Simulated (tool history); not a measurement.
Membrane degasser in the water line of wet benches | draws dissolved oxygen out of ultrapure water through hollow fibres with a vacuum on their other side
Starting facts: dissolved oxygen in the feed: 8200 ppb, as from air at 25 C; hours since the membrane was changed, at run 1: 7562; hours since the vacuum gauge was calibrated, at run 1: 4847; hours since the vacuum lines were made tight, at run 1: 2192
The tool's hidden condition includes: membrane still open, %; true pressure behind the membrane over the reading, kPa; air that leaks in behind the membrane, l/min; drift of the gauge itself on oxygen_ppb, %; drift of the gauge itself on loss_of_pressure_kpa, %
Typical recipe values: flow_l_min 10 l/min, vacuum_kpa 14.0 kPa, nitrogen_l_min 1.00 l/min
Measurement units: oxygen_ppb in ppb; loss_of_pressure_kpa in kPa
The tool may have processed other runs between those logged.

run      day  flow_l_min  vacuum_kpa  nitrogen_l_min  hours since the membrane was changed  hours since the vacuum gauge was calibrated  hours since the vacuum lines were made tight  oxygen_ppb  loss_of_pressure_kpa
  1    0.000          10        14.0            1.00                                  7562                                         4847                                          2192       256.1                 44.18
  2    7.483          10        14.0            1.00                                  7741                                         5027                                          2371       259.2                 43.73
  3   15.525          10        14.0            1.00                                  7934                                         5220                                          2564       256.0                 44.04
  4   22.521          10        14.0            1.00                                  8102                                         5388                                          2732       256.8                 44.15
  5   29.388          10        14.0            1.00                                  8267                                         5552                                          2897       256.3                 44.23
  6   34.071           9        14.0            1.00                                  8379                                         5665                                          3009       230.6                 39.97
  7   38.292          10        14.0            1.00                                  8481                                         5766                                          3111       260.7                 43.59
  8   42.204          10        14.0            1.00                                  8575                                         5860                                          3204       258.5                 43.91
  9   49.817           8        14.0            1.00                                  8757                                         6043                                          3387       208.2                 35.51
 10   56.858           8        14.0            1.00                                  8926                                         6212                                          3556       208.4                 35.71
 11   63.929           8        14.0            1.00                                  9096                                         6381                                          3726       207.9                 35.59
 12   71.400           8        14.0            1.00                                  9275                                         6561                                          3905       208.3                 35.29
 13   76.129          10        14.0            0.51                                  9389                                         6674                                          4019       462.1                 44.29
      76.646  -- vacuum gauge calibrated
 14   81.738          10        14.0            0.51                                  9523                                          122                                          4153       466.3                 44.31
 15   88.388          10        14.0            0.51                                  9682                                          282                                          4312       464.3                 44.23
      92.262  -- vacuum gauge calibrated, once more
 16   95.296          15        14.0            0.41                                  9848                                           73                                          4478       788.8                 67.15
 17  101.604          10        31.7            0.95                                  9999                                          224                                          4629       661.0                 44.58
 18  106.892          10        31.7            0.95                                 10126                                          351                                          4756       664.6                 44.48
 19  112.983          11        31.7            0.95                                 10272                                          497                                          4902       727.4                 48.92
 20  119.004           9        19.0            0.58                                 10417                                          642                                          5047       538.1                 40.11
 21  124.079          13        14.0            1.00                                 10539                                          764                                          5169       343.5                 58.12
 22  131.404           9        14.0            2.80                                 10714                                          939                                          5344        88.7                 40.22
 23  138.675           9        13.4            2.83                                 10889                                         1114                                          5519        84.0                 40.40

Branching from run 23: 4 alternative next runs. What would each branch give?
  A  143.992          10        29.3            1.00                                 11016                                         1241                                          5646           ?                     ?
  B  143.992          11        23.5            1.63                                 11016                                         1241                                          5646           ?                     ?
  C  143.992          11         9.1            2.48                                 11016                                         1241                                          5646           ?                     ?
  D  143.992           9        10.9            2.83                                 11016                                         1241                                          5646           ?                     ?

run  oxygen_ppb  loss_of_pressure_kpa
  A       592.2                 45.16
  B       331.5                 49.08
  C        75.8                 49.05
  D        64.9                 40.58
Without the tool's unlogged condition, the same runs would have read:
run  oxygen_ppb  loss_of_pressure_kpa
  A       583.6                 41.94
  B       323.9                 45.58
  C        70.6                 45.53
  D        62.5                 37.70

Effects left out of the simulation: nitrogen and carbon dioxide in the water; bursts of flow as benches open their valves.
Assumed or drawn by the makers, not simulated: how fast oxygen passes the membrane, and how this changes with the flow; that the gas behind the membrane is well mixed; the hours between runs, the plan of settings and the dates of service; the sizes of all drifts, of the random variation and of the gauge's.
